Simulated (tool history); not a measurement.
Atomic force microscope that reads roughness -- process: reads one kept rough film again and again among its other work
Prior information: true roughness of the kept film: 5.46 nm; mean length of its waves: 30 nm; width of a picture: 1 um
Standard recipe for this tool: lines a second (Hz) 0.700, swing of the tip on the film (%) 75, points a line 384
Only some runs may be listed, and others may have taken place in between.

run,hour,lines a second (Hz),swing of the tip on the film (%),points a line,roughness of the kept film (nm (root mean square))
1,0.0,0.700,75,384,4.380
2,18.1,0.700,75,384,4.358
3,35.6,0.700,75,384,4.409
4,55.6,0.700,75,384,4.400
5,83.0,1.454,75,384,4.137
6,96.5,1.454,75,384,4.132
7,113.7,0.700,75,1022,4.383
8,135.7,0.700,75,1022,4.378
9,164.3,0.700,75,1022,4.431
10,177.7,0.700,75,384,4.348
11,199.9,0.700,75,384,4.388
12,213.8,0.923,75,384,4.334
13,231.1,0.700,55,384,4.566
14,253.6,0.700,55,384,4.538
15,279.1,0.700,55,793,4.597
16,296.9,0.700,55,793,4.587
17,324.8,0.700,55,793,4.542
18,355.3,0.700,55,793,4.567
19,380.6,0.700,55,793,4.550
20,400.7,0.700,55,488,4.583
21,424.5,0.700,55,488,4.594
22,452.2,2.300,66,870,4.160
23,483.1,2.300,66,870,4.143
24,501.0,1.658,66,870,4.314
25,518.4,0.700,58,304,4.524
26,536.7,1.573,75,420,4.072
27,559.8,1.573,75,420,4.098
28,574.3,3.883,79,420,3.322
29,590.0,3.706,70,384,3.726
30,607.1,3.706,70,384,3.744
31,626.9,2.849,87,691,3.265
32,645.2,2.849,87,691,3.252
33,664.5,1.925,88,870,3.580
34,690.9,0.700,72,748,4.419
35,716.9,0.627,85,262,4.223
36,738.4,0.627,81,389,4.300
37,756.8,0.675,70,543,4.456
38,777.9,0.675,70,543,4.448
39,792.9,0.752,75,961,4.385
40,815.6,1.310,75,961,4.216
41,845.5,0.700,59,529,4.573
42,872.8,1.066,61,529,4.517

Taken out of this log: 4 entries between the listed runs. Where each belongs, and how the hidden state differs across it:
Runs 2 to 3: new tip fitted (hour 21.4)
  radius of the tip, nm: 7.1 -> 7
Runs 15 to 16: new tip fitted (hour 281.4)
  radius of the tip, nm: 7.1 -> 7
Runs 26 to 27: new tip fitted (hour 540.1)
  radius of the tip, nm: 7.1 -> 7
Runs 39 to 40: new tip fitted (hour 799.2)
  radius of the tip, nm: 7.1 -> 7
